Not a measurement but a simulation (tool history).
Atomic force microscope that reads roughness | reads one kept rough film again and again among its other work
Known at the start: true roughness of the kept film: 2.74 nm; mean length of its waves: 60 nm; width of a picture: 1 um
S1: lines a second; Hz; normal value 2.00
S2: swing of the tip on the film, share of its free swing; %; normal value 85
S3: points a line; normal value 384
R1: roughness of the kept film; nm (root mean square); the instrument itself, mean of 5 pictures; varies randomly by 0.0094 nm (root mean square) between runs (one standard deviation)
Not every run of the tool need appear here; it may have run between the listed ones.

run   hour    S1  S2   S3     R1
  1    0.0  2.00  85  384  2.134
  2   16.0  2.00  85  384  2.127
  3   31.3  2.00  85  384  2.099
  4   58.0  2.00  88  384  2.022
  5   83.2  2.00  88  384  1.999
  6  113.2  2.00  88  384  2.004
  7  147.3  2.00  85  384  2.024
     164.9  -- new tip fitted
  8  170.6  2.00  85  473  2.098
  9  206.9  2.00  68  384  2.373
 10  235.3  2.00  68  809  2.366
 11  258.5  2.00  72  384  2.303
 12  291.1  2.00  72  384  2.272
 13  317.3  1.40  72  384  2.333
     332.1  -- new tip fitted
 14  354.0  2.00  85  292  2.091
     357.4  -- height scale calibrated on a step standard
 15  386.5  0.93  73  271  2.460
 16  404.1  2.08  73  258  2.258
 17  424.3  2.08  73  258  2.263
 18  448.7  2.00  75  384  2.217
 19  476.0  2.00  68  384  2.303
 20  495.4  2.70  85  384  1.888
     498.8  -- new tip fitted
 21  522.8  3.33  67  331  2.267

For run 22, what comes out?
     531.8  -- height scale calibrated on a step standard, once more
 22  557.6  3.33  67  331   ?

Run 22 yielded R1 2.268 nm (root mean square).
With no hidden state in the tool, this same run would have given R1 2.305 nm (root mean square).
